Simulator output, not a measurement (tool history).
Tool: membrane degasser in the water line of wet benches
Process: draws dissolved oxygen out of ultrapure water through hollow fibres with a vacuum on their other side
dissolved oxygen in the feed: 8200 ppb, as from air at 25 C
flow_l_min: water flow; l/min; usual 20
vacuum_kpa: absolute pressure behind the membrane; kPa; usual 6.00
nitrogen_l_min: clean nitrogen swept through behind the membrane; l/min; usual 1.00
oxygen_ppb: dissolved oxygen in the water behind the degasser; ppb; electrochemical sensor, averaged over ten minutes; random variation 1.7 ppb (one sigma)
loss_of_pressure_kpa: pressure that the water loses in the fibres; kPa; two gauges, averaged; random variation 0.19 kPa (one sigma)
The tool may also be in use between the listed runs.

run,hour,flow_l_min,vacuum_kpa,nitrogen_l_min,oxygen_ppb,loss_of_pressure_kpa
1,0.0,20,6.00,1.00,169.3,37.78
2,48.2,20,6.00,1.00,167.5,37.64
3,84.2,20,4.68,1.00,112.3,37.32
4,124.4,20,11.55,1.00,402.2,37.32
5,167.6,20,6.00,2.48,101.8,37.56
6,201.8,20,6.00,2.31,103.4,37.51
7,245.6,20,10.14,2.97,158.9,37.14
8,276.9,13,14.41,2.38,158.7,24.23
9,301.4,15,6.40,1.00,128.0,28.01

Run 10 comes next. What will it give?
10,327.2,21,6.00,1.00,?,?

Run 10 gave oxygen_ppb 182.1 ppb, loss_of_pressure_kpa 39.06 kPa.
Without the tool's hidden state the same run would have given oxygen_ppb 182.0 ppb, loss_of_pressure_kpa 39.37 kPa.
